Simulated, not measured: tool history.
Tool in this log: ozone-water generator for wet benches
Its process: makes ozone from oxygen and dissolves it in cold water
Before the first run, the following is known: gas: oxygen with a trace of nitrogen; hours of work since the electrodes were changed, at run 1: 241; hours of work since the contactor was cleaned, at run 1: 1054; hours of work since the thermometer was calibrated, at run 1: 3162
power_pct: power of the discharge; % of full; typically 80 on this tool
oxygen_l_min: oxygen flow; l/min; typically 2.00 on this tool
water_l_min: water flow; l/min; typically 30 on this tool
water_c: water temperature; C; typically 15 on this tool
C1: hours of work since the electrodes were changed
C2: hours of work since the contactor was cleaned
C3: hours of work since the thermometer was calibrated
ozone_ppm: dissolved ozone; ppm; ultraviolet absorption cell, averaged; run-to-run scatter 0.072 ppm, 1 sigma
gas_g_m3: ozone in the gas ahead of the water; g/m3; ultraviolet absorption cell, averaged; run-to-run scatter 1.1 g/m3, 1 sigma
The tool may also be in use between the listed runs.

Run 1, day 0.000: usual settings; C1 241; C2 1054; C3 3162. Result: ozone_ppm 6.18 ppm, gas_g_m3 192.5 g/m3.
Run 2, day 1.158: usual settings; C1 262; C2 1075; C3 3183. Result: ozone_ppm 6.35 ppm, gas_g_m3 191.4 g/m3.
Run 3, day 2.250: usual settings but power_pct 83 % of full; C1 282; C2 1095; C3 3203. Result: ozone_ppm 6.47 ppm, gas_g_m3 197.9 g/m3.
Run 4, day 3.246: usual settings but power_pct 83 % of full; C1 300; C2 1113; C3 3221. Result: ozone_ppm 6.47 ppm, gas_g_m3 197.7 g/m3.
Run 5, day 4.304: usual settings but power_pct 83 % of full; C1 319; C2 1133; C3 3240. Result: ozone_ppm 6.36 ppm, gas_g_m3 195.6 g/m3.
Run 6, day 4.958: usual settings but power_pct 83 % of full; C1 331; C2 1144; C3 3252. Result: ozone_ppm 6.38 ppm, gas_g_m3 195.9 g/m3.
Run 7, day 6.192: usual settings but power_pct 83 % of full; C1 354; C2 1167; C3 3274. Result: ozone_ppm 6.30 ppm, gas_g_m3 197.2 g/m3.
Run 8, day 7.500: usual settings but oxygen_l_min 2.13 l/min; C1 377; C2 1191; C3 3298. Result: ozone_ppm 6.20 ppm, gas_g_m3 187.1 g/m3.
Run 9, day 8.292: usual settings but power_pct 45 % of full; C1 392; C2 1205; C3 3312. Result: ozone_ppm 3.63 ppm, gas_g_m3 113.4 g/m3.
Run 10, day 9.175: usual settings but power_pct 45 % of full; C1 408; C2 1221; C3 3328. Result: ozone_ppm 3.72 ppm, gas_g_m3 113.7 g/m3.
Run 11, day 9.958: usual settings but oxygen_l_min 1.48 l/min; C1 422; C2 1235; C3 3342. Result: ozone_ppm 5.21 ppm, gas_g_m3 209.7 g/m3.
Run 12, day 11.354: usual settings but oxygen_l_min 1.48 l/min; C1 447; C2 1261; C3 3368. Result: ozone_ppm 5.40 ppm, gas_g_m3 210.9 g/m3.
Run 13, day 12.242: usual settings but power_pct 92 % of full, oxygen_l_min 1.48 l/min; C1 463; C2 1277; C3 3384. Result: ozone_ppm 5.94 ppm, gas_g_m3 240.5 g/m3.
Run 14, day 13.438: usual settings but power_pct 69 % of full, oxygen_l_min 1.91 l/min, water_c 12 C; C1 485; C2 1298; C3 3406. Result: ozone_ppm 5.33 ppm, gas_g_m3 170.6 g/m3.
Run 15, day 14.588: usual settings but power_pct 77 % of full, oxygen_l_min 1.91 l/min, water_c 12 C; C1 506; C2 1319; C3 3427. Result: ozone_ppm 5.91 ppm, gas_g_m3 188.0 g/m3.
Run 16, day 15.938: usual settings but power_pct 60 % of full, oxygen_l_min 3.09 l/min, water_l_min 26 l/min, water_c 7 C; C1 531; C2 1344; C3 3451. Result: ozone_ppm 7.21 ppm, gas_g_m3 129.6 g/m3.
Run 17, day 16.988: usual settings but power_pct 60 % of full, oxygen_l_min 3.09 l/min, water_l_min 25 l/min, water_c 12 C; C1 550; C2 1363; C3 3470. Result: ozone_ppm 7.30 ppm, gas_g_m3 127.5 g/m3.
Run 18, day 18.300: usual settings but power_pct 60 % of full, oxygen_l_min 3.09 l/min, water_l_min 25 l/min, water_c 12 C; C1 574; C2 1387; C3 3494. Result: ozone_ppm 7.23 ppm, gas_g_m3 126.7 g/m3.

What will run 19 give?
Run 19, day 19.183: usual settings but water_l_min 19 l/min; C1 590; C2 1403; C3 3510. Result: ozone_ppm ?, gas_g_m3 ?.

ozone_ppm: 10.20 ppm
gas_g_m3: 191.1 g/m3
Without the tool's hidden state the same run would have given ozone_ppm 10.58 ppm, gas_g_m3 195.1 g/m3.

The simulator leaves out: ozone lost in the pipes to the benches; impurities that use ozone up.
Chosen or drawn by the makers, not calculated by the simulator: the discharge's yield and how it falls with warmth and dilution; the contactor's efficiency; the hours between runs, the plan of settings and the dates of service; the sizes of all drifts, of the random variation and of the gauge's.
